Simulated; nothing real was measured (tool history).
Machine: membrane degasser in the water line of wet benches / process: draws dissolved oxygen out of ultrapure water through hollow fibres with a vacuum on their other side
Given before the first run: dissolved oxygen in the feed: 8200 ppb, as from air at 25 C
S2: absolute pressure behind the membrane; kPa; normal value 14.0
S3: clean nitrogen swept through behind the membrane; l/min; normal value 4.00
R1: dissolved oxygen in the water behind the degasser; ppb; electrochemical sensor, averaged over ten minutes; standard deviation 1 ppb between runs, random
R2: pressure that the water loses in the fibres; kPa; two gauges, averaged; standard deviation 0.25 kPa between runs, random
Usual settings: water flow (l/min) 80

run 1 day=0.000 | water_flow_(l/min)=80 S2=14.0 S3=4.00 | R1=468.6 R2=68.34
run 2 day=13.179 | water_flow_(l/min)=80 S2=14.0 S3=4.00 | R1=467.1 R2=68.90
run 3 day=21.979 | water_flow_(l/min)=80 S2=14.0 S3=4.00 | R1=467.6 R2=68.40
run 4 day=30.629 | water_flow_(l/min)=80 S2=9.9 S3=4.00 | R1=299.5 R2=68.64
run 5 day=36.125 | water_flow_(l/min)=63 S2=14.0 S3=4.00 | R1=376.4 R2=53.54
run 6 day=49.067 | water_flow_(l/min)=63 S2=14.0 S3=4.00 | R1=376.0 R2=53.92
run 7 day=59.012 | water_flow_(l/min)=80 S2=14.0 S3=2.48 | R1=683.9 R2=68.50
run 8 day=67.362 | water_flow_(l/min)=80 S2=14.0 S3=2.48 | R1=685.4 R2=68.57
run 9 day=72.762 | water_flow_(l/min)=80 S2=14.0 S3=3.82 | R1=486.2 R2=68.60
run 10 day=79.246 | water_flow_(l/min)=80 S2=14.0 S3=2.54 | R1=671.6 R2=68.92
run 11 day=85.525 | water_flow_(l/min)=80 S2=14.0 S3=3.70 | R1=497.5 R2=68.99
run 12 day=96.950 | water_flow_(l/min)=80 S2=14.0 S3=4.00 | R1=466.6 R2=68.83
run 13 day=108.633 | water_flow_(l/min)=80 S2=14.0 S3=4.00 | R1=467.4 R2=69.14
run 14 day=114.529 | water_flow_(l/min)=80 S2=14.0 S3=4.00 | R1=467.1 R2=68.15
run 15 day=121.346 | water_flow_(l/min)=116 S2=14.0 S3=4.60 | R1=587.5 R2=100.13
run 16 day=130.967 | water_flow_(l/min)=109 S2=14.0 S3=4.07 | R1=609.6 R2=93.87
run 17 day=143.408 | water_flow_(l/min)=80 S2=18.4 S3=7.00 | R1=398.2 R2=68.90
run 18 day=151.104 | water_flow_(l/min)=80 S2=18.4 S3=7.00 | R1=398.2 R2=68.84
run 19 day=158.296 | water_flow_(l/min)=78 S2=14.0 S3=1.75 | R1=868.6 R2=67.06
run 20 day=165.229 | water_flow_(l/min)=57 S2=23.2 S3=1.94 | R1=1098.1 R2=48.71
run 21 day=177.392 | water_flow_(l/min)=57 S2=23.2 S3=8.86 | R1=300.9 R2=48.24
run 22 day=185.575 | water_flow_(l/min)=63 S2=27.9 S3=2.83 | R1=1073.3 R2=54.09
run 23 day=198.188 | water_flow_(l/min)=63 S2=22.1 S3=6.96 | R1=390.7 R2=54.42
run 24 day=204.000 | water_flow_(l/min)=87 S2=29.4 S3=11.79 | R1=453.6 R2=75.02
run 25 day=217.329 | water_flow_(l/min)=87 S2=29.1 S3=8.02 | R1=626.9 R2=75.14
run 26 day=230.538 | water_flow_(l/min)=80 S2=14.0 S3=3.10 | R1=575.0 R2=68.98
run 27 day=241.708 | water_flow_(l/min)=80 S2=13.0 S3=3.10 | R1=525.5 R2=68.89

Between the runs listed above, the log contained 2 entries, not reproduced here. Where in the sequence does each belong, and how does what the log doesn't record of the tool's condition differ from the listed run before to the listed run after?
In the gap between runs 12 and 13: seals of the vacuum lines changed (day 102.308)
  air that leaks in behind the membrane, l/min: 0.0021 -> 0.002
In the gap between runs 26 and 27: vacuum gauge calibrated (day 239.175)
  the hidden state is the same at both runs

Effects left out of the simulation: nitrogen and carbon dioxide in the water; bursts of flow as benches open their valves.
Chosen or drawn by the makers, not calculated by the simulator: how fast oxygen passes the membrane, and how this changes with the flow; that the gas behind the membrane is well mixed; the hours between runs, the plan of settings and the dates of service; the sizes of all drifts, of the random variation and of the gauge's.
